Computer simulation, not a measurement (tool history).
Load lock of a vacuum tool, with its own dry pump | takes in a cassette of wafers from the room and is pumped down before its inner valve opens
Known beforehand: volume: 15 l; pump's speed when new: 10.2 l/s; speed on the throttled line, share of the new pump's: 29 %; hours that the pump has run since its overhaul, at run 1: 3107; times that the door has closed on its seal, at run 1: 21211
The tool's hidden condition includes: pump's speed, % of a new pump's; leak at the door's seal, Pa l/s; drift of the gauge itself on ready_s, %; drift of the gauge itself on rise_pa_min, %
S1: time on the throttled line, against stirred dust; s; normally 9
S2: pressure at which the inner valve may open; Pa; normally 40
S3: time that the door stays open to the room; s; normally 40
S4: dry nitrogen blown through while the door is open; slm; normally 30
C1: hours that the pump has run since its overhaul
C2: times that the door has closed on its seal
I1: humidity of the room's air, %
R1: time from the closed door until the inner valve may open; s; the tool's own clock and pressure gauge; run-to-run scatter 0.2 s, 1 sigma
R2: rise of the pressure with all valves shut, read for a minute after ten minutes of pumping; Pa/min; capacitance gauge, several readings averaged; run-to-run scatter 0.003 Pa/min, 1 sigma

run 1 day=0.000 | S1=9 S2=40 S3=40 S4=30 | C1=3107 C2=21211 | I1=45.5 | R1=17.9 R2=0.028
run 2 day=4.162 | S1=16 S2=40 S3=40 S4=30 | C1=3207 C2=21695 | I1=46.4 | R1=22.4 R2=0.037
run 3 day=7.871 | S1=9 S2=40 S3=40 S4=30 | C1=3296 C2=22126 | I1=47.4 | R1=18.0 R2=0.029
run 4 day=11.583 | S1=9 S2=40 S3=40 S4=30 | C1=3385 C2=22558 | I1=45.4 | R1=17.4 R2=0.036
run 5 day=15.583 | S1=9 S2=40 S3=73 S4=30 | C1=3481 C2=23023 | I1=46.9 | R1=17.8 R2=0.041
run 6 day=20.317 | S1=9 S2=40 S3=73 S4=30 | C1=3595 C2=23573 | I1=43.5 | R1=18.0 R2=0.037
run 7 day=25.521 | S1=9 S2=40 S3=40 S4=30 | C1=3720 C2=24178 | I1=45.1 | R1=17.8 R2=0.035
run 8 day=31.800 | S1=9 S2=40 S3=40 S4=30 | C1=3871 C2=24908 | I1=48.2 | R1=18.1 R2=0.032
run 9 day=35.096 | S1=9 S2=40 S3=40 S4=30 | C1=3950 C2=25291 | I1=47.8 | R1=17.8 R2=0.034
run 10 day=42.075 | S1=9 S2=40 S3=40 S4=30 | C1=4117 C2=26102 | I1=44.7 | R1=18.0 R2=0.026
run 11 day=46.462 | S1=9 S2=40 S3=40 S4=30 | C1=4223 C2=26612 | I1=49.2 | R1=17.8 R2=0.034
-- day=49.050 door's seal changed, seat wiped
run 12 day=52.575 | S1=9 S2=40 S3=40 S4=30 | C1=4368 C2=409 | I1=44.4 | R1=18.0 R2=0.028
run 13 day=58.400 | S1=9 S2=40 S3=40 S4=30 | C1=4508 C2=1087 | I1=44.6 | R1=18.1 R2=0.030
run 14 day=65.058 | S1=9 S2=40 S3=40 S4=30 | C1=4667 C2=1860 | I1=42.0 | R1=17.5 R2=0.029
run 15 day=71.167 | S1=9 S2=40 S3=40 S4=30 | C1=4814 C2=2570 | I1=46.2 | R1=18.0 R2=0.033
run 16 day=75.725 | S1=9 S2=40 S3=130 S4=30 | C1=4923 C2=3100 | I1=46.1 | R1=18.2 R2=0.036
run 17 day=80.508 | S1=9 S2=40 S3=130 S4=30 | C1=5038 C2=3656 | I1=44.5 | R1=17.5 R2=0.036
run 18 day=87.217 | S1=9 S2=40 S3=130 S4=30 | C1=5199 C2=4436 | I1=45.6 | R1=17.7 R2=0.036
run 19 day=94.250 | S1=9 S2=40 S3=130 S4=30 | C1=5368 C2=5253 | I1=43.1 | R1=17.6 R2=0.038
run 20 day=101.112 | S1=4 S2=70 S3=182 S4=10 | C1=5533 C2=6051 | I1=42.6 | R1=13.8 R2=0.061
run 21 day=107.833 | S1=4 S2=41 S3=182 S4=10 | C1=5694 C2=6832 | I1=43.2 | R1=14.5 R2=0.060
run 22 day=115.038 | S1=4 S2=41 S3=182 S4=10 | C1=5867 C2=7670 | I1=43.9 | R1=14.2 R2=0.060
run 23 day=118.950 | S1=9 S2=41 S3=40 S4=29 | C1=5961 C2=8125 | I1=44.3 | R1=18.1 R2=0.028
run 24 day=122.429 | S1=9 S2=41 S3=40 S4=29 | C1=6044 C2=8529 | I1=43.1 | R1=17.8 R2=0.028
run 25 day=126.742 | S1=9 S2=55 S3=40 S4=30 | C1=6148 C2=9030 | I1=43.8 | R1=17.3 R2=0.028
run 26 day=133.625 | S1=9 S2=55 S3=40 S4=30 | C1=6313 C2=9830 | I1=45.0 | R1=17.5 R2=0.036
run 27 day=139.154 | S1=10 S2=40 S3=40 S4=7 | C1=6446 C2=10473 | I1=45.8 | R1=19.0 R2=0.041
run 28 day=146.342 | S1=6 S2=58 S3=40 S4=7 | C1=6618 C2=11308 | I1=45.0 | R1=14.8 R2=0.040
run 29 day=153.121 | S1=10 S2=58 S3=40 S4=9 | C1=6781 C2=12096 | I1=42.0 | R1=18.2 R2=0.037
run 30 day=159.242 | S1=10 S2=58 S3=63 S4=9 | C1=6928 C2=12808 | I1=43.7 | R1=18.2 R2=0.041
run 31 day=163.675 | S1=6 S2=48 S3=40 S4=5 | C1=7034 C2=13323 | I1=44.8 | R1=15.6 R2=0.046
run 32 day=167.858 | S1=10 S2=45 S3=85 S4=5 | C1=7135 C2=13810 | I1=44.9 | R1=18.5 R2=0.053
run 33 day=172.125 | S1=10 S2=45 S3=85 S4=5 | C1=7237 C2=14305 | I1=50.4 | R1=18.4 R2=0.057
run 34 day=179.288 | S1=7 S2=51 S3=40 S4=6 | C1=7409 C2=15138 | I1=47.4 | R1=16.2 R2=0.044
run 35 day=182.742 | S1=7 S2=51 S3=40 S4=6 | C1=7492 C2=15539 | I1=45.9 | R1=16.3 R2=0.044
run 36 day=186.917 | S1=9 S2=80 S3=124 S4=30 | C1=7592 C2=16025 | I1=45.4 | R1=17.1 R2=0.035
run 37 day=191.142 | S1=9 S2=80 S3=124 S4=30 | C1=7693 C2=16516 | I1=44.3 | R1=17.1 R2=0.040

Below are 4 alternative next runs, each starting from the tool's condition after run 37. Predict each:
run A day=194.862 | S1=11 S2=44 S3=124 S4=11 | C1=7783 C2=16949 | I1=43.6 | R1=? R2=?
run B day=194.862 | S1=9 S2=53 S3=139 S4=30 | C1=7783 C2=16949 | I1=42.4 | R1=? R2=?
run C day=194.862 | S1=7 S2=80 S3=124 S4=30 | C1=7783 C2=16949 | I1=43.5 | R1=? R2=?
run D day=194.862 | S1=9 S2=45 S3=41 S4=39 | C1=7783 C2=16949 | I1=46.6 | R1=? R2=?

run=A R1=19.0 R2=0.056
run=B R1=17.6 R2=0.038
run=C R1=15.3 R2=0.041
run=D R1=17.7 R2=0.025
Had the tool no hidden state, the same runs would have come out as:
run=A R1=19.0 R2=0.055
run=B R1=17.6 R2=0.037
run=C R1=15.3 R2=0.040
run=D R1=17.7 R2=0.024
